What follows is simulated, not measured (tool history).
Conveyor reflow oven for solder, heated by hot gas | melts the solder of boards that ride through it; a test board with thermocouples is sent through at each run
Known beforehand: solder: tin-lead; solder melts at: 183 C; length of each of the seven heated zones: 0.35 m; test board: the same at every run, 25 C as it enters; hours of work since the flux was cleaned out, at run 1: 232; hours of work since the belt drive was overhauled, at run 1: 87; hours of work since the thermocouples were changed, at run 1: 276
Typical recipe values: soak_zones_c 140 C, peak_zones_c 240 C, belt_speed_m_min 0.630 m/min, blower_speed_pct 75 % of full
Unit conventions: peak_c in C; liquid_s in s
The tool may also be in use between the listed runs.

run     day  soak_zones_c  peak_zones_c  belt_speed_m_min  blower_speed_pct  hours of work since the flux was cleaned out  hours of work since the belt drive was overhauled  hours of work since the thermocouples were changed  peak_c  liquid_s
  1   0.000           140           240             0.630                75                                           232                                                 87                                                 276   222.5      53.9
  2   1.412           140           240             0.630                85                                           259                                                114                                                 302   225.6      55.4
  3   2.821           140           238             0.630                85                                           286                                                140                                                 329   223.7      55.1
  4   3.942           140           238             0.630                85                                           307                                                162                                                 351   223.0      54.9
  5   5.800           140           238             0.630                85                                           342                                                197                                                 386   223.3      54.7
  6   7.746           140           240             0.514                75                                           379                                                234                                                 423   228.5      69.9
  7   9.346           140           240             0.537                78                                           410                                                264                                                 453   228.3      66.7
  8  10.796           155           240             0.618                75                                           437                                                292                                                 481   225.1      60.8
     12.021  -- flux residue cleaned out of gas plates and filters
  9  12.075           140           240             0.630                69                                             1                                                312                                                 501   220.7      52.3
 10  13.983           140           240             0.630                69                                            37                                                349                                                 538   220.5      52.0

Consider 3 possible next runs. They are alternatives, not a sequence: every one starts from the tool as it was left by run 10. What does each give?
  A  15.421           140           252             0.630                64                                            65                                                376                                                 565       ?         ?
  B  15.421           144           240             0.630                69                                            65                                                376                                                 565       ?         ?
  C  15.421           140           240             0.630                65                                            65                                                376                                                 565       ?         ?

run  peak_c  liquid_s
  A   228.5      56.0
  B   221.3      53.9
  C   219.2      51.1
The same runs, with their run-to-run variation unchanged, on a tool lacking any hidden condition would have given:
run  peak_c  liquid_s
  A   228.5      56.0
  B   221.4      53.8
  C   219.2      51.1

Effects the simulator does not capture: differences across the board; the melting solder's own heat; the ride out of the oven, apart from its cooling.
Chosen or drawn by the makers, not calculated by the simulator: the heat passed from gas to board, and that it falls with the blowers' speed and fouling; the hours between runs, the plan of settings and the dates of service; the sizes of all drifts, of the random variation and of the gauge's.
